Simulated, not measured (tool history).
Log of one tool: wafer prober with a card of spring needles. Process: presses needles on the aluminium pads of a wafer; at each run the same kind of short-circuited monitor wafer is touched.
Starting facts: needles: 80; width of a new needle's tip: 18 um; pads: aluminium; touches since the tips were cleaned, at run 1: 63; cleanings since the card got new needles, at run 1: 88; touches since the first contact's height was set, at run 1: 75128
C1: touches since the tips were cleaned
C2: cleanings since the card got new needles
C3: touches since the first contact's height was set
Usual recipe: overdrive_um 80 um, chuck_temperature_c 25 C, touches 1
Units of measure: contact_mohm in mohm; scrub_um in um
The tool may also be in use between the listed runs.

{"run": 1, "hour": 0.0, "overdrive_um": 80, "chuck_temperature_c": 25, "touches": 1, "C1": 63, "C2": 88, "C3": 75128, "contact_mohm": 113, "scrub_um": 18.84}
{"hour": 6.0, "done": "tips cleaned on abrasive film"}
{"hour": 12.1, "done": "tips cleaned on abrasive film"}
{"hour": 19.6, "done": "tips cleaned on abrasive film"}
{"hour": 27.1, "done": "tips cleaned on abrasive film"}
{"hour": 34.6, "done": "tips cleaned on abrasive film"}
{"hour": 42.1, "done": "tips cleaned on abrasive film"}
{"run": 2, "hour": 44.6, "overdrive_um": 80, "chuck_temperature_c": 25, "touches": 1, "C1": 1056, "C2": 94, "C3": 94145, "contact_mohm": 112, "scrub_um": 18.8}
{"hour": 49.1, "done": "tips cleaned on abrasive film"}
{"hour": 52.4, "done": "height of the first contact set anew"}
{"hour": 57.0, "done": "tips cleaned on abrasive film"}
{"hour": 63.0, "done": "tips cleaned on abrasive film"}
{"hour": 70.5, "done": "tips cleaned on abrasive film"}
{"hour": 76.6, "done": "tips cleaned on abrasive film"}
{"hour": 84.1, "done": "tips cleaned on abrasive film"}
{"run": 3, "hour": 89.4, "overdrive_um": 80, "chuck_temperature_c": 25, "touches": 2, "C1": 2295, "C2": 100, "C3": 15769, "contact_mohm": 112, "scrub_um": 18.84}
{"hour": 91.0, "done": "tips cleaned on abrasive film"}
{"hour": 98.5, "done": "tips cleaned on abrasive film"}
{"hour": 106.0, "done": "tips cleaned on abrasive film"}
{"hour": 113.5, "done": "tips cleaned on abrasive film"}
{"run": 4, "hour": 116.5, "overdrive_um": 80, "chuck_temperature_c": 25, "touches": 2, "C1": 1293, "C2": 104, "C3": 27327, "contact_mohm": 111, "scrub_um": 18.87}
{"hour": 119.7, "done": "tips cleaned on abrasive film"}
{"hour": 125.7, "done": "tips cleaned on abrasive film"}
{"hour": 131.8, "done": "tips cleaned on abrasive film"}
{"hour": 139.3, "done": "tips cleaned on abrasive film"}
{"hour": 145.3, "done": "tips cleaned on abrasive film"}
{"hour": 152.9, "done": "tips cleaned on abrasive film"}
{"hour": 160.4, "done": "tips cleaned on abrasive film"}
{"run": 5, "hour": 161.9, "overdrive_um": 80, "chuck_temperature_c": 25, "touches": 1, "C1": 640, "C2": 111, "C3": 46629, "contact_mohm": 112, "scrub_um": 18.77}
{"hour": 167.9, "done": "tips cleaned on abrasive film"}
{"hour": 175.4, "done": "tips cleaned on abrasive film"}
{"hour": 182.9, "done": "tips cleaned on abrasive film"}
{"hour": 190.5, "done": "tips cleaned on abrasive film"}
{"hour": 198.0, "done": "tips cleaned on abrasive film"}
{"hour": 205.5, "done": "tips cleaned on abrasive film"}
{"run": 6, "hour": 209.3, "overdrive_um": 71, "chuck_temperature_c": 25, "touches": 1, "C1": 1626, "C2": 117, "C3": 66861, "contact_mohm": 116, "scrub_um": 16.63}
{"hour": 212.3, "done": "tips cleaned on abrasive film"}
{"hour": 219.9, "done": "tips cleaned on abrasive film"}
{"hour": 227.4, "done": "tips cleaned on abrasive film"}
{"hour": 233.4, "done": "tips cleaned on abrasive film"}
{"run": 7, "hour": 238.4, "overdrive_um": 71, "chuck_temperature_c": 25, "touches": 1, "C1": 2172, "C2": 121, "C3": 79298, "contact_mohm": 115, "scrub_um": 16.63}
{"hour": 240.0, "done": "tips cleaned on abrasive film"}
{"hour": 247.5, "done": "tips cleaned on abrasive film"}
{"hour": 253.6, "done": "tips cleaned on abrasive film"}
{"hour": 259.6, "done": "tips cleaned on abrasive film"}
{"run": 8, "hour": 261.6, "overdrive_um": 71, "chuck_temperature_c": 25, "touches": 1, "C1": 878, "C2": 125, "C3": 89158, "contact_mohm": 116, "scrub_um": 16.65}
{"hour": 266.2, "done": "tips cleaned on abrasive film"}
{"hour": 273.7, "done": "tips cleaned on abrasive film"}
{"hour": 279.9, "done": "height of the first contact set anew"}
{"hour": 281.5, "done": "tips cleaned on abrasive film"}
{"hour": 287.6, "done": "tips cleaned on abrasive film"}
{"run": 9, "hour": 288.7, "overdrive_um": 71, "chuck_temperature_c": 25, "touches": 1, "C1": 466, "C2": 129, "C3": 3675, "contact_mohm": 115, "scrub_um": 16.6}
{"hour": 294.7, "done": "tips cleaned on abrasive film"}
{"hour": 302.2, "done": "tips cleaned on abrasive film"}
{"hour": 308.2, "done": "tips cleaned on abrasive film"}
{"run": 10, "hour": 312.7, "overdrive_um": 71, "chuck_temperature_c": 25, "touches": 1, "C1": 1946, "C2": 132, "C3": 13963, "contact_mohm": 114, "scrub_um": 16.52}
{"hour": 314.3, "done": "tips cleaned on abrasive film"}
{"hour": 320.4, "done": "tips cleaned on abrasive film"}
{"hour": 327.9, "done": "tips cleaned on abrasive film"}
{"hour": 335.4, "done": "tips cleaned on abrasive film"}
{"hour": 341.5, "done": "tips cleaned on abrasive film"}
{"hour": 349.0, "done": "tips cleaned on abrasive film"}
{"hour": 355.0, "done": "tips cleaned on abrasive film"}
{"run": 11, "hour": 358.9, "overdrive_um": 80, "chuck_temperature_c": 25, "touches": 1, "C1": 1675, "C2": 139, "C3": 33609, "contact_mohm": 112, "scrub_um": 18.77}
{"hour": 362.0, "done": "tips cleaned on abrasive film"}
{"hour": 369.5, "done": "tips cleaned on abrasive film"}
{"hour": 375.5, "done": "tips cleaned on abrasive film"}
{"hour": 383.0, "done": "tips cleaned on abrasive film"}
{"hour": 390.6, "done": "tips cleaned on abrasive film"}
{"hour": 398.1, "done": "tips cleaned on abrasive film"}
{"hour": 405.6, "done": "tips cleaned on abrasive film"}
{"run": 12, "hour": 407.0, "overdrive_um": 80, "chuck_temperature_c": 25, "touches": 1, "C1": 604, "C2": 146, "C3": 54103, "contact_mohm": 112, "scrub_um": 18.73}
{"hour": 413.0, "done": "tips cleaned on abrasive film"}
{"hour": 419.1, "done": "tips cleaned on abrasive film"}
{"hour": 426.6, "done": "tips cleaned on abrasive film"}
{"hour": 432.9, "done": "tips cleaned on abrasive film"}
{"run": 13, "hour": 432.9, "overdrive_um": 80, "chuck_temperature_c": 25, "touches": 1, "C1": 0, "C2": 150, "C3": 65130, "contact_mohm": 114, "scrub_um": 18.74}
{"hour": 438.9, "done": "tips cleaned on abrasive film"}
{"hour": 446.5, "done": "tips cleaned on abrasive film"}
{"hour": 454.0, "done": "tips cleaned on abrasive film"}
{"run": 14, "hour": 457.9, "overdrive_um": 80, "chuck_temperature_c": 25, "touches": 1, "C1": 1704, "C2": 153, "C3": 75818, "contact_mohm": 113, "scrub_um": 18.74}
{"hour": 461.0, "done": "tips cleaned on abrasive film"}
{"hour": 468.5, "done": "tips cleaned on abrasive film"}
{"hour": 476.0, "done": "tips cleaned on abrasive film"}
{"hour": 482.1, "done": "tips cleaned on abrasive film"}
{"hour": 489.6, "done": "tips cleaned on abrasive film"}
{"run": 15, "hour": 493.0, "overdrive_um": 80, "chuck_temperature_c": 62, "touches": 1, "C1": 1465, "C2": 158, "C3": 90757, "contact_mohm": 121, "scrub_um": 18.6}
{"hour": 496.0, "done": "tips cleaned on abrasive film"}
{"hour": 502.1, "done": "tips cleaned on abrasive film"}
{"hour": 508.3, "done": "height of the first contact set anew"}
{"hour": 509.9, "done": "tips cleaned on abrasive film"}
{"hour": 517.4, "done": "tips cleaned on abrasive film"}
{"hour": 524.9, "done": "tips cleaned on abrasive film"}
{"hour": 532.5, "done": "tips cleaned on abrasive film"}
{"run": 16, "hour": 533.1, "overdrive_um": 65, "chuck_temperature_c": 46, "touches": 1, "C1": 279, "C2": 164, "C3": 10545, "contact_mohm": 117, "scrub_um": 15.15}
{"hour": 539.2, "done": "tips cleaned on abrasive film"}
{"hour": 546.7, "done": "tips cleaned on abrasive film"}
{"hour": 558.7, "done": "card fitted with new needles"}
{"hour": 566.2, "done": "tips cleaned on abrasive film"}
{"hour": 573.7, "done": "tips cleaned on abrasive film"}
{"hour": 581.2, "done": "tips cleaned on abrasive film"}
{"hour": 588.8, "done": "tips cleaned on abrasive film"}
{"run": 17, "hour": 591.4, "overdrive_um": 80, "chuck_temperature_c": 116, "touches": 1, "C1": 1133, "C2": 4, "C3": 13965, "contact_mohm": 127, "scrub_um": 18.68}
{"hour": 595.9, "done": "tips cleaned on abrasive film"}
{"hour": 602.0, "done": "tips cleaned on abrasive film"}
{"hour": 608.0, "done": "tips cleaned on abrasive film"}
{"hour": 615.5, "done": "tips cleaned on abrasive film"}
{"hour": 621.6, "done": "tips cleaned on abrasive film"}
{"run": 18, "hour": 624.7, "overdrive_um": 80, "chuck_temperature_c": 116, "touches": 1, "C1": 1338, "C2": 9, "C3": 28136, "contact_mohm": 125, "scrub_um": 18.63}

The next listed run, before its measurement:
{"hour": 627.7, "done": "tips cleaned on abrasive film"}
{"hour": 635.2, "done": "tips cleaned on abrasive film"}
{"hour": 642.8, "done": "tips cleaned on abrasive film"}
{"hour": 650.3, "done": "tips cleaned on abrasive film"}
{"run": 19, "hour": 654.1, "overdrive_um": 80, "chuck_temperature_c": 116, "touches": 1, "C1": 1654, "C2": 13, "C3": 40692, "contact_mohm": "?", "scrub_um": "?"}

{"run 19": {"contact_mohm": 126, "scrub_um": 18.63}}
Take away the tool's hidden state, keep the run-to-run variation as it was, and the same run would have given contact_mohm 126 mohm, scrub_um 18.82 um.
